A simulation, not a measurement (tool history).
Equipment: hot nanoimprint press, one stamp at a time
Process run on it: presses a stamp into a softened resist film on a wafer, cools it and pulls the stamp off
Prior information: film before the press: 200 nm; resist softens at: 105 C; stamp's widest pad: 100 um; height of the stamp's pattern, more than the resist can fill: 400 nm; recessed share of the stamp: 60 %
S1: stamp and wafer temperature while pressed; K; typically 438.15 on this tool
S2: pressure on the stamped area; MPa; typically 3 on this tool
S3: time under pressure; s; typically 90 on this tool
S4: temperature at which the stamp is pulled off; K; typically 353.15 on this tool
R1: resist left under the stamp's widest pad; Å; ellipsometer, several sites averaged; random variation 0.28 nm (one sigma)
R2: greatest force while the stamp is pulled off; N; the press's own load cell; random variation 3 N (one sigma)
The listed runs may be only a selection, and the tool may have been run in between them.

run,hour,S1,S2,S3,S4,R1,R2
1,0,438.15,3,90,353.15,794,233
2,47.8,438.15,3,122,353.15,697,233
3,101.9,438.15,3,122,353.15,702,234
# hour 160.6: stamp cleaned and given a new release coat
4,176.1,438.15,3,122,353.15,700,234
5,263.3,438.15,3,122,342.15,701,259
6,355.9,438.15,3,122,342.15,696,260
# hour 437.3: stamp cleaned and given a new release coat
7,449.8,438.15,3,122,342.15,707,261
8,494.5,438.15,3,122,342.15,703,255
9,556.4,438.15,3,122,342.15,710,259
# hour 605.6: plate thermocouple calibrated
10,628,438.15,3,122,342.15,701,259
11,672.9,438.15,3,124,353.15,700,233
# hour 719.2: stamp cleaned and given a new release coat
12,726.6,438.15,3,90,353.15,800,235
13,814,438.15,3,90,353.15,800,235
14,879.8,438.15,3,152,353.15,642,232
15,934.5,438.15,3,152,353.15,642,231
# hour 998.4: stamp cleaned and given a new release coat
16,1038.2,438.15,4.02,62,353.15,818,228
17,1116.3,438.15,4.02,62,353.15,820,227
18,1169.2,438.15,3.54,172,350.15,569,237
19,1214.8,448.15,2.33,150,351.15,511,241
# hour 1262.4: plate thermocouple calibrated
# hour 1279.7: stamp cleaned and given a new release coat
20,1283.2,438.15,3,153,353.15,648,228
21,1373.8,442.15,2.73,67,351.15,825,237
22,1439.3,442.15,2.73,145,352.15,591,231
23,1480.9,434.15,3.77,84,356.15,869,226
24,1543.5,434.15,2.57,90,344.15,1000,250
# hour 1557.6: stamp cleaned and given a new release coat
25,1607.2,438.15,3,52,353.15,998,236
26,1650.6,438.15,3,52,353.15,999,229
27,1743.5,438.15,3,52,353.15,1000,232
# hour 1831.8: stamp cleaned and given a new release coat
28,1842.9,438.15,3,52,353.15,1008,230
# hour 1863.9: gauge calibrated
29,1882.5,447.15,2.34,103,346.15,610,251

Results for each run, recomputed without the tool's hidden state and with each run's random variation untouched:
The tool's hidden condition here consists of: true temperature over the reading, C; pressure that arrives at the usual setting, %; grip of the stamp's worn release coat, % over a new coat's; drift of the gauge itself on residual_nm, %; drift of the gauge itself on pull_off_n, %.
run,R1
1,794
2,697
3,701
4,698
5,699
6,693
7,703
8,699
9,705
10,695
11,694
12,792
13,792
14,635
15,635
16,807
17,809
18,561
19,503
20,637
21,810
22,580
23,853
24,981
25,978
26,979
27,978
28,985
29,611
R2: at most 1 N away from the measurement, every run.
